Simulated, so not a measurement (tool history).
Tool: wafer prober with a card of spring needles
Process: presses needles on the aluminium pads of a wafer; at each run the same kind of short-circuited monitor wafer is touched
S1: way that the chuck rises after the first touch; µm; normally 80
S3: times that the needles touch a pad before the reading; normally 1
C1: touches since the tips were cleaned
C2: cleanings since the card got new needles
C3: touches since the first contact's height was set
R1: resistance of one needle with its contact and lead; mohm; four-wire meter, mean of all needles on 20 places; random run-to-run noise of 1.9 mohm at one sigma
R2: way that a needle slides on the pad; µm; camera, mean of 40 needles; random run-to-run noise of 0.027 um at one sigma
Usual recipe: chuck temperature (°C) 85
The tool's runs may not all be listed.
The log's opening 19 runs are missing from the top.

{"day": 12.738, "done": "tips cleaned on abrasive film"}
{"run": 20, "day": 13.129, "S1": 64, "chuck temperature (°C)": 31, "S3": 2, "C1": 2789, "C2": 88, "C3": 37882, "R1": 232, "R2": 15.12}
{"day": 13.283, "done": "tips cleaned on abrasive film"}
{"day": 13.817, "done": "tips cleaned on abrasive film"}
{"run": 21, "day": 14.017, "S1": 97, "chuck temperature (°C)": 85, "S3": 3, "C1": 1421, "C2": 90, "C3": 44143, "R1": 208, "R2": 22.94}
{"day": 14.371, "done": "tips cleaned on abrasive film"}
{"run": 22, "day": 14.646, "S1": 67, "chuck temperature (°C)": 81, "S3": 1, "C1": 1945, "C2": 91, "C3": 48607, "R1": 258, "R2": 15.76}
{"day": 14.967, "done": "tips cleaned on abrasive film"}
{"day": 15.538, "done": "tips cleaned on abrasive film"}
{"run": 23, "day": 15.538, "S1": 67, "chuck temperature (°C)": 35, "S3": 1, "C1": 0, "C2": 93, "C3": 54908, "R1": 207, "R2": 15.72}
{"day": 16.079, "done": "tips cleaned on abrasive film"}
{"run": 24, "day": 16.475, "S1": 80, "chuck temperature (°C)": 115, "S3": 1, "C1": 2815, "C2": 94, "C3": 61557, "R1": 257, "R2": 18.82}
{"day": 16.638, "done": "tips cleaned on abrasive film"}
{"run": 25, "day": 16.892, "S1": 88, "chuck temperature (°C)": 42, "S3": 2, "C1": 1815, "C2": 95, "C3": 64482, "R1": 213, "R2": 20.74}
{"day": 17.188, "done": "tips cleaned on abrasive film"}
{"run": 26, "day": 17.679, "S1": 81, "chuck temperature (°C)": 121, "S3": 2, "C1": 3511, "C2": 96, "C3": 70073, "R1": 240, "R2": 19.03}
{"day": 17.729, "done": "tips cleaned on abrasive film"}
{"day": 18.329, "done": "tips cleaned on abrasive film"}
{"run": 27, "day": 18.454, "S1": 77, "chuck temperature (°C)": 121, "S3": 2, "C1": 888, "C2": 98, "C3": 75517, "R1": 229, "R2": 18.04}
{"day": 18.867, "done": "tips cleaned on abrasive film"}
{"run": 28, "day": 19.275, "S1": 77, "chuck temperature (°C)": 121, "S3": 2, "C1": 2900, "C2": 99, "C3": 81348, "R1": 239, "R2": 18.07}
{"day": 19.433, "done": "tips cleaned on abrasive film"}
{"day": 19.988, "done": "tips cleaned on abrasive film"}
{"run": 29, "day": 20.117, "S1": 77, "chuck temperature (°C)": 121, "S3": 2, "C1": 926, "C2": 101, "C3": 87283, "R1": 226, "R2": 18.05}
{"day": 20.533, "done": "tips cleaned on abrasive film"}
{"run": 30, "day": 20.858, "S1": 77, "chuck temperature (°C)": 121, "S3": 2, "C1": 2301, "C2": 102, "C3": 92526, "R1": 240, "R2": 18.03}
{"day": 21.121, "done": "tips cleaned on abrasive film"}
{"day": 21.692, "done": "tips cleaned on abrasive film"}
{"run": 31, "day": 21.742, "S1": 85, "chuck temperature (°C)": 72, "S3": 2, "C1": 377, "C2": 104, "C3": 98781, "R1": 209, "R2": 19.86}

Here are 4 independent what-if runs from the current tool condition. What would each one return?
{"run": "A", "day": 22.138, "S1": 69, "chuck temperature (°C)": 40, "S3": 1, "C1": 3182, "C2": 104, "C3": 101586, "R1": "?", "R2": "?"}
{"run": "B", "day": 22.138, "S1": 65, "chuck temperature (°C)": 35, "S3": 1, "C1": 3182, "C2": 104, "C3": 101586, "R1": "?", "R2": "?"}
{"run": "C", "day": 22.138, "S1": 75, "chuck temperature (°C)": 53, "S3": 3, "C1": 3182, "C2": 104, "C3": 101586, "R1": "?", "R2": "?"}
{"run": "D", "day": 22.138, "S1": 87, "chuck temperature (°C)": 40, "S3": 1, "C1": 3182, "C2": 104, "C3": 101586, "R1": "?", "R2": "?"}

run=A R1=259 R2=16.08
run=B R1=264 R2=15.19
run=C R1=219 R2=17.53
run=D R1=237 R2=20.38
With no hidden state in the tool, these same runs would have given:
run=A R1=196 R2=16.40
run=B R1=194 R2=15.50
run=C R1=199 R2=17.84
run=D R1=195 R2=20.69
